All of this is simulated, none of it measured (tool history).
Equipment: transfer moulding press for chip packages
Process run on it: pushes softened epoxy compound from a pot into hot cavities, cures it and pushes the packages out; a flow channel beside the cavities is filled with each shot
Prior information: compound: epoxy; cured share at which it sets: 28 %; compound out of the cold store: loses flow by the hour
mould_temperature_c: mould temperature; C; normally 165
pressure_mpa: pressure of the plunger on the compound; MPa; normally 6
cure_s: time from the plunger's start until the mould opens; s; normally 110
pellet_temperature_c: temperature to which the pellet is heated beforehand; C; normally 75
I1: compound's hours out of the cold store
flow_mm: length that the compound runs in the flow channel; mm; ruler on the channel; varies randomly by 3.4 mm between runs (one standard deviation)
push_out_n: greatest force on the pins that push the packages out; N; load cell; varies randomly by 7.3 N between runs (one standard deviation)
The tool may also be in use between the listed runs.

run 1 day=0 | mould_temperature_c=165 pressure_mpa=6 cure_s=110 pellet_temperature_c=75 | I1=24.4 | flow_mm=867 push_out_n=297
run 2 day=0.958 | mould_temperature_c=165 pressure_mpa=6 cure_s=110 pellet_temperature_c=75 | I1=23.6 | flow_mm=866 push_out_n=314
-- day=2.054 cavities cleaned with cleaning compound and waxed
run 3 day=2.338 | mould_temperature_c=158 pressure_mpa=6 cure_s=110 pellet_temperature_c=75 | I1=45.5 | flow_mm=836 push_out_n=447
run 4 day=3.388 | mould_temperature_c=158 pressure_mpa=6 cure_s=110 pellet_temperature_c=75 | I1=26.5 | flow_mm=882 push_out_n=501
run 5 day=4.196 | mould_temperature_c=165 pressure_mpa=6 cure_s=110 pellet_temperature_c=75 | I1=10.8 | flow_mm=906 push_out_n=329
-- day=4.729 cavities cleaned with cleaning compound and waxed
run 6 day=4.912 | mould_temperature_c=165 pressure_mpa=6 cure_s=130 pellet_temperature_c=75 | I1=27.3 | flow_mm=854 push_out_n=286
run 7 day=5.625 | mould_temperature_c=165 pressure_mpa=5.3 cure_s=110 pellet_temperature_c=75 | I1=39.3 | flow_mm=767 push_out_n=311
run 8 day=6.367 | mould_temperature_c=165 pressure_mpa=5.3 cure_s=110 pellet_temperature_c=75 | I1=46.7 | flow_mm=756 push_out_n=313
-- day=7.362 cavities cleaned with cleaning compound and waxed
run 9 day=7.533 | mould_temperature_c=160 pressure_mpa=5.3 cure_s=103 pellet_temperature_c=75 | I1=45.6 | flow_mm=773 push_out_n=459
run 10 day=8.704 | mould_temperature_c=169 pressure_mpa=4.79 cure_s=112 pellet_temperature_c=69 | I1=9.7 | flow_mm=792 push_out_n=284
run 11 day=9.271 | mould_temperature_c=169 pressure_mpa=4.8 cure_s=112 pellet_temperature_c=69 | I1=16.7 | flow_mm=773 push_out_n=275
-- day=9.95 cavities cleaned with cleaning compound and waxed
run 12 day=10.596 | mould_temperature_c=169 pressure_mpa=5.84 cure_s=102 pellet_temperature_c=82 | I1=17.5 | flow_mm=852 push_out_n=298
run 13 day=11.296 | mould_temperature_c=171 pressure_mpa=7.17 cure_s=99 pellet_temperature_c=71 | I1=14.9 | flow_mm=946 push_out_n=289
-- day=12.529 cavities cleaned with cleaning compound and waxed
run 14 day=12.542 | mould_temperature_c=171 pressure_mpa=7.17 cure_s=99 pellet_temperature_c=71 | I1=18.9 | flow_mm=933 push_out_n=292

4 options for the next run, each taken on its own from the tool as it stands now. Forecast them:
run A day=13.162 | mould_temperature_c=169 pressure_mpa=6.78 cure_s=99 pellet_temperature_c=67 | I1=36 | flow_mm=? push_out_n=?
run B day=13.162 | mould_temperature_c=172 pressure_mpa=4.55 cure_s=99 pellet_temperature_c=66 | I1=33.6 | flow_mm=? push_out_n=?
run C day=13.162 | mould_temperature_c=171 pressure_mpa=7.17 cure_s=99 pellet_temperature_c=76 | I1=8.1 | flow_mm=? push_out_n=?
run D day=13.162 | mould_temperature_c=171 pressure_mpa=6 cure_s=110 pellet_temperature_c=75 | I1=38.3 | flow_mm=? push_out_n=?

run=A flow_mm=867 push_out_n=308
run=B flow_mm=705 push_out_n=279
run=C flow_mm=965 push_out_n=278
run=D flow_mm=806 push_out_n=275
Take away the tool's hidden state, keep each run's random variation, and the runs would have read:
run=A flow_mm=867 push_out_n=306
run=B flow_mm=706 push_out_n=277
run=C flow_mm=965 push_out_n=277
run=D flow_mm=806 push_out_n=273

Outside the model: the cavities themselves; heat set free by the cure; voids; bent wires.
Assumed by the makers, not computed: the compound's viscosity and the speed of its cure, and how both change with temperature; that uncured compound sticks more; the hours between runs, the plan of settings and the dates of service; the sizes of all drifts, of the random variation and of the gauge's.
